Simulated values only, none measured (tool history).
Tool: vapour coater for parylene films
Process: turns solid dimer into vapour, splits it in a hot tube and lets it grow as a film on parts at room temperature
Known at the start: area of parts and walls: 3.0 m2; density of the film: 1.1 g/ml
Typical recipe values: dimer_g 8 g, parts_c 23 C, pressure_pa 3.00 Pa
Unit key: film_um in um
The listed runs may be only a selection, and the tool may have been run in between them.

run     day  dimer_g  parts_c  pressure_pa  film_um
  1   0.000        8       23         3.00    2.010
  2   1.554        8       23         3.00    1.998
  3   3.067        8       23         3.00    1.996
  4   5.242        4       23         3.00    0.979
  5   6.921        8       23         5.78    1.691
  6   8.117        8       23         5.78    1.671
  7  10.254        8       23         7.66    1.541
  8  11.654        8       23         7.66    1.550
  9  13.108        5       23         7.66    0.951
     13.858  -- trap's valve overhauled
 10  14.654        8       23         8.47    1.646
 11  16.692        7       23         3.00    1.850
 12  17.838        8       23         3.00    2.095
 13  20.146        8       23         3.00    2.092
 14  21.754        9       22         2.71    2.497
     22.008  -- table's thermometer calibrated
 15  22.758        9       17         9.32    2.272
 16  23.912        3       17         2.98    0.860
 17  25.267        3       17         2.98    0.846
 18  26.883        3       17         3.52    0.832
 19  28.646       11       22         7.47    2.325
 20  30.679        4       23         3.00    1.008
     31.988  -- table's thermometer calibrated, once more
 21  31.988        4       16         2.39    1.122
 22  33.767       10       34         8.15    1.222
 23  35.417        3       23         3.00    0.730
 24  36.608       10       20         3.00    2.712
 25  38.267       10       28         3.00    1.973

Predict each of these 3 candidate next runs independently; none follows another, all start after run 25:
  A  39.517        3       23         3.00        ?
  B  39.517        3       20         9.42        ?
  C  39.517       12       23         3.54        ?

run  film_um
  A    0.732
  B    0.603
  C    2.781
Stripped of hidden state, with their random variation kept, the same runs would have yielded:
run  film_um
  A    0.809
  B    0.667
  C    3.074
